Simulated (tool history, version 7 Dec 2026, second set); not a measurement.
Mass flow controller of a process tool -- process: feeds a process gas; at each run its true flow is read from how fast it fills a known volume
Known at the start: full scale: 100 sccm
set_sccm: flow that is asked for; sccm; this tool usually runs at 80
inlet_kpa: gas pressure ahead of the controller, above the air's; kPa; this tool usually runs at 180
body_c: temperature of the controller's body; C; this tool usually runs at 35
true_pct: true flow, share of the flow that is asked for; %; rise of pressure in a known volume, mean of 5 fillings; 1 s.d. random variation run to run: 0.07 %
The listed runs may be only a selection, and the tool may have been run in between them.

| run | day | set_sccm | inlet_kpa | body_c | true_pct |
|---|---|---|---|---|---|
| 1 | 0 | 80 | 180 | 35 | 98.49 |
| 2 | 12.475 | 80 | 180 | 35 | 98.49 |
| 3 | 21.462 | 17 | 180 | 35 | 97.13 |
| 4 | 37.842 | 17 | 180 | 35 | 97.18 |
| 5 | 47.221 | 80 | 180 | 26 | 99.17 |
| 6 | 62.921 | 16 | 180 | 35 | 97.24 |
| 7 | 70.762 | 16 | 180 | 35 | 97.42 |
| 8 | 78.662 | 16 | 180 | 35 | 97.45 |
| 9 | 91.675 | 80 | 180 | 35 | 98.26 |
| 10 | 105.796 | 80 | 180 | 35 | 98.08 |
| 11 | 118.883 | 80 | 180 | 35 | 98.03 |
| 12 | 133.512 | 80 | 180 | 35 | 98.15 |
| 13 | 143.088 | 80 | 180 | 35 | 98.03 |
| 14 | 156.15 | 80 | 180 | 35 | 97.88 |
| 15 | 163.671 | 80 | 180 | 35 | 97.9 |
| 16 | 176.025 | 80 | 180 | 35 | 97.81 |
| 17 | 189.742 | 80 | 180 | 35 | 97.82 |
| 18 | 200.521 | 80 | 180 | 35 | 97.74 |
| 19 | 217.425 | 29 | 255 | 33 | 96.97 |
| 20 | 226.604 | 10 | 236 | 37 | 98.84 |
| 21 | 241.2 | 80 | 215 | 23 | 98.59 |
| 22 | 257.708 | 80 | 215 | 23 | 98.57 |
| 23 | 273.454 | 79 | 180 | 28 | 98.23 |
| 24 | 287.017 | 80 | 152 | 35 | 97.67 |
| 25 | 295.317 | 80 | 141 | 23 | 98.73 |
|  | 296.446 | controller's zero set anew |
| 26 | 307.533 | 80 | 153 | 23 | 98.88 |
| 27 | 314.496 | 23 | 161 | 23 | 99.71 |
|  | 324.971 | controller exchanged for a calibrated one |
| 28 | 324.971 | 23 | 161 | 23 | 97.98 |
|  | 333.062 | controller's zero set anew, once more |
| 29 | 336.596 | 80 | 191 | 26 | 99.27 |
| 30 | 344.129 | 14 | 180 | 35 | 96.75 |
| 31 | 355.746 | 42 | 180 | 26 | 98.2 |
| 32 | 363.867 | 42 | 180 | 26 | 98.1 |
| 33 | 376.325 | 42 | 180 | 26 | 98.13 |
| 34 | 386.008 | 35 | 211 | 38 | 96.67 |
| 35 | 400.721 | 18 | 161 | 35 | 97.05 |
| 36 | 413.258 | 29 | 200 | 35 | 96.78 |

How would selected steps in true_pct from run to run divide? Give the signed amount a tool lacking its hidden state would still show from settings, what came in and random variation, and the signed amount left for the hidden state, including any gauge scatter that is not in both of the compared results.
The hidden state here: flow at rest that the sensor doesn't see, % of full scale; true flow over the shown one, %; drift of the gauge itself on true_pct, %.
Run 4 -> 5: set_sccm 17 -> 80, body_c 35 -> 26. true_pct +1.99 %: hidden state -0.77, all else +2.76.
Run 5 -> 6: set_sccm 80 -> 16, body_c 26 -> 35. true_pct -1.93 %: hidden state +0.94, all else -2.87.
Run 19 -> 20: set_sccm 29 -> 10, inlet_kpa 255 -> 236, body_c 33 -> 37. true_pct +1.87 %: hidden state +2.83, all else -0.96.
Run 20 -> 21: set_sccm 10 -> 80, inlet_kpa 236 -> 215, body_c 37 -> 23. true_pct -0.25 %: hidden state -3.85, all else +3.6.
Run 26 -> 27: set_sccm 80 -> 23, inlet_kpa 153 -> 161. true_pct +0.83 %: hidden state +2.58, all else -1.75.
Run 29 -> 30: set_sccm 80 -> 14, inlet_kpa 191 -> 180, body_c 26 -> 35. true_pct -2.52 %: hidden state +0.32, all else -2.84.
